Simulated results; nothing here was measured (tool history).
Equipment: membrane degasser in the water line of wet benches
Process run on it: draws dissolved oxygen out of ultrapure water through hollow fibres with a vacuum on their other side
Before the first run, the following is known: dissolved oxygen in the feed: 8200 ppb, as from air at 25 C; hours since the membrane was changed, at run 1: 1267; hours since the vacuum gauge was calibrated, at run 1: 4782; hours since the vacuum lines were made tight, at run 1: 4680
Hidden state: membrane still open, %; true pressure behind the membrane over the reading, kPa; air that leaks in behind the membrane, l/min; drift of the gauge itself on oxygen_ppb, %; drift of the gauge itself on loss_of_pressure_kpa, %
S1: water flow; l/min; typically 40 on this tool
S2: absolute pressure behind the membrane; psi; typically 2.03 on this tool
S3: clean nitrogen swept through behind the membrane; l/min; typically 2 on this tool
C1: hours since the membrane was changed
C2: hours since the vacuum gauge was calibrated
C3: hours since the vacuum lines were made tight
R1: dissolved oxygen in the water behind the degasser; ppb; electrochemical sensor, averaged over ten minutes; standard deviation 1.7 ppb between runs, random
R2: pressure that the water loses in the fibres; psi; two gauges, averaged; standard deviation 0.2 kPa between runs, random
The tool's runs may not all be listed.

| run | hour | S1 | S2 | S3 | C1 | C2 | C3 | R1 | R2 |
|---|---|---|---|---|---|---|---|---|---|
| 1 | 0 | 40 | 2.03 | 2 | 1267 | 4782 | 4680 | 481.9 | 6.231 |
| 2 | 40.6 | 40 | 2.03 | 2 | 1307 | 4822 | 4721 | 479.6 | 6.184 |
| 3 | 100.1 | 40 | 4.19 | 2 | 1367 | 4882 | 4781 | 1039.2 | 6.248 |
| 4 | 135 | 40 | 2.03 | 1.33 | 1402 | 4917 | 4815 | 665.2 | 6.215 |
| 5 | 193 | 40 | 2.03 | 5.25 | 1460 | 4975 | 4873 | 216.2 | 6.129 |
| 6 | 229.4 | 27 | 2.03 | 2 | 1496 | 5011 | 4910 | 336.8 | 4.193 |
| 7 | 267.6 | 27 | 2.03 | 2 | 1534 | 5049 | 4948 | 338.1 | 4.202 |
| 8 | 300.6 | 27 | 2.87 | 2 | 1567 | 5083 | 4981 | 504.2 | 4.221 |
| 9 | 349 | 27 | 2.87 | 2 | 1616 | 5131 | 5029 | 500.9 | 4.226 |
| 10 | 409.5 | 40 | 2.03 | 3.72 | 1676 | 5191 | 5090 | 289.8 | 6.257 |
| 11 | 452.7 | 40 | 2.03 | 3.72 | 1719 | 5235 | 5133 | 289.7 | 6.195 |
| 12 | 521.8 | 40 | 2.03 | 3.72 | 1789 | 5304 | 5202 | 291.5 | 6.144 |
| 13 | 573.5 | 36 | 2.03 | 2 | 1840 | 5355 | 5254 | 441 | 5.629 |
| 14 | 626.2 | 40 | 1.48 | 2 | 1893 | 5408 | 5307 | 325.6 | 6.193 |
| 15 | 669.3 | 40 | 1.48 | 2 | 1936 | 5451 | 5350 | 327.2 | 6.261 |
| 16 | 722.5 | 40 | 2.03 | 2.51 | 1989 | 5504 | 5403 | 401.4 | 6.229 |
| 17 | 762.8 | 40 | 2.58 | 5.03 | 2030 | 5545 | 5443 | 293.9 | 6.216 |

Run 18 comes next. What will it give?
| 18 | 814.1 | 40 | 2.58 | 5.03 | 2081 | 5596 | 5495 | ? | ? |

{"run 18": {"R1": 294.6, "R2": 6.225}}
With the hidden condition absent and the run-to-run variation left alone, this run would have shown R1 291.2 ppb, R2 6.189 psi.
